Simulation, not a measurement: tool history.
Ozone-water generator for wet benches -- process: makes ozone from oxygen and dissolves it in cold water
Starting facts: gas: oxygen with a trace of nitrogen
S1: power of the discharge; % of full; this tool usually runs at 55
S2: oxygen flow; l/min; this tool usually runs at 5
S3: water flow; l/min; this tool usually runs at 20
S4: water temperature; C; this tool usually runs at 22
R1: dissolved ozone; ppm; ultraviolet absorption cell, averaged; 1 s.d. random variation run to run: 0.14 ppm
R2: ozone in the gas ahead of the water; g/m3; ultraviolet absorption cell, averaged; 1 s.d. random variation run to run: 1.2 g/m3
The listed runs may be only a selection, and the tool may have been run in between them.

run,hour,S1,S2,S3,S4,R1,R2
1,0,55,5,20,22,16.2,205.9
2,179.9,55,5,20,22,16,204.9
3,321.7,55,5,20,22,16.1,203.8
4,443,55,5,20,16,17.4,204.1
5,580.8,55,5,20,16,17,205.2
6,740.6,55,5,20,16,16.9,204.4
7,868.6,55,5,20,20,16,202.9
# hour 1010.4: contactor cleaned
8,1070.9,55,5,13,22,23.7,203.5
# hour 1095.5: water thermometer calibrated
9,1239.6,55,5,13,22,23.7,201.8
10,1439.5,55,5,20,17,17.2,198.9
11,1618.5,55,5,20,17,17.4,200.2
12,1750.1,55,5,20,17,17.3,201.3
13,1926.5,55,5,20,29,14.2,196.4
14,2106.8,55,5,20,29,14,197.9
15,2221,55,3.17,14,21,22.5,250.4
# hour 2377.2: water thermometer calibrated, once more
16,2425.9,55,8.92,14,25,18.7,146.7
17,2628.5,83,5,20,28,18.7,256.6
18,2787.4,55,5,15,22,20.2,194.8
19,2936,61,5,20,21,16.6,207.1
20,3111.4,63,5,14,21,23.5,210.7
21,3314.8,63,5,14,21,23.5,207.5
22,3497.4,63,3.24,12,21,27.1,260.2
23,3708.6,82,3.24,17,27,20.9,307.3
24,3851.7,52,3.24,17,27,15.4,227.4
25,3979.2,79,6.77,16,27,20.5,203.9
26,4158.9,67,6.77,12,27,22.5,181.4

Predict each of these 5 candidate next runs independently; none follows another, all start after run 26:
A,4291.6,48,7.88,12,15,?,?
B,4291.6,72,8.61,15,27,?,?
C,4291.6,55,3.27,20,25,?,?
D,4291.6,97,2.83,12,27,?,?
E,4291.6,55,3.98,20,22,?,?

run,R1,R2
A,23.2,134.8
B,18.6,167.5
C,13.8,232.9
D,31.7,360.4
E,14.4,210.3
What these runs would have given with no unlogged condition in the tool:
run,R1,R2
A,26.9,150.6
B,22.7,195.2
C,16.4,264
D,39.6,432.9
E,17.1,238.3
